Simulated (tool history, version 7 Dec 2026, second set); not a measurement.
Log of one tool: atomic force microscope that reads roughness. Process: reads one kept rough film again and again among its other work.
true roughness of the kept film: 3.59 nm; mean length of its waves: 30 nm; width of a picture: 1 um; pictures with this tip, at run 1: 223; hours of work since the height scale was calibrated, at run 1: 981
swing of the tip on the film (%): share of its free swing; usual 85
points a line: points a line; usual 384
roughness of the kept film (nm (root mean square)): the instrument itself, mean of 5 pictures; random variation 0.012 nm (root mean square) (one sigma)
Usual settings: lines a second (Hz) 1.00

run,hour,lines a second (Hz),swing of the tip on the film (%),points a line,pictures with this tip,hours of work since the height scale was calibrated,roughness of the kept film (nm (root mean square))
1,0.0,1.00,85,384,223,981,2.099
# hour 35.4: new tip fitted
2,44.4,1.00,85,384,14,1009,2.853
3,68.2,2.74,85,384,51,1024,2.441
4,116.0,2.74,85,384,126,1054,2.155
5,142.0,2.74,85,384,166,1071,2.036
6,163.3,1.00,85,384,199,1084,2.156
7,193.1,0.66,85,384,246,1103,2.046
# hour 214.2: new tip fitted
8,235.2,0.66,85,384,33,1129,2.855
9,282.2,0.66,85,384,106,1159,2.540
10,320.4,0.60,85,384,165,1183,2.311
# hour 326.1: height scale calibrated on a step standard
11,365.9,0.60,85,382,234,25,2.146
# hour 394.2: new tip fitted
12,408.5,0.62,59,919,22,52,3.019
13,455.0,0.62,59,919,94,81,2.743
14,485.8,0.62,59,919,142,101,2.508
# hour 494.3: height scale calibrated on a step standard, once more
15,523.0,3.27,88,323,199,18,1.813
16,557.6,1.71,85,487,252,40,1.915
# hour 574.5: new tip fitted
17,590.5,1.71,65,569,25,61,2.806
18,610.8,1.03,69,384,56,73,2.687
19,656.1,0.67,85,685,127,102,2.423
20,680.5,0.67,59,517,165,118,2.339
21,722.7,2.99,85,378,231,144,1.829

How the hidden state differs across the entries between the runs, from the last listed run before each to the first after it:
Between runs 1 and 2: new tip fitted (hour 35.4)
  radius of the tip, nm: 39.9 -> 12.6; height scale over the true one, %: 2 -> 2.04
  measured less the result without the state, roughness of the kept film (nm (root mean square)): -0.794 -> -0.044
Between runs 7 and 8: new tip fitted (hour 214.2)
  radius of the tip, nm: 44.4 -> 14.4; height scale over the true one, %: 2.2 -> 2.25
  measured less the result without the state, roughness of the kept film (nm (root mean square)): -0.897 -> -0.106
Between runs 10 and 11: height scale calibrated on a step standard (hour 326.1)
  radius of the tip, nm: 32.4 -> 42; height scale over the true one, %: 2.34 -> 3.33
  measured less the result without the state, roughness of the kept film (nm (root mean square)): -0.635 -> -0.835
Between runs 11 and 12: new tip fitted (hour 394.2)
  radius of the tip, nm: 42 -> 13.6; height scale over the true one, %: 3.33 -> 3.38
  measured less the result without the state, roughness of the kept film (nm (root mean square)): -0.835 -> -0.046
Between runs 14 and 15: height scale calibrated on a step standard, once more (hour 494.3)
  radius of the tip, nm: 29.4 -> 37.1; height scale over the true one, %: 3.47 -> 0.18
  measured less the result without the state, roughness of the kept film (nm (root mean square)): -0.557 -> -0.664
Between runs 16 and 17: new tip fitted (hour 574.5)
  radius of the tip, nm: 43.5 -> 14.7; height scale over the true one, %: 0.22 -> 0.26
  measured less the result without the state, roughness of the kept film (nm (root mean square)): -0.869 -> -0.171
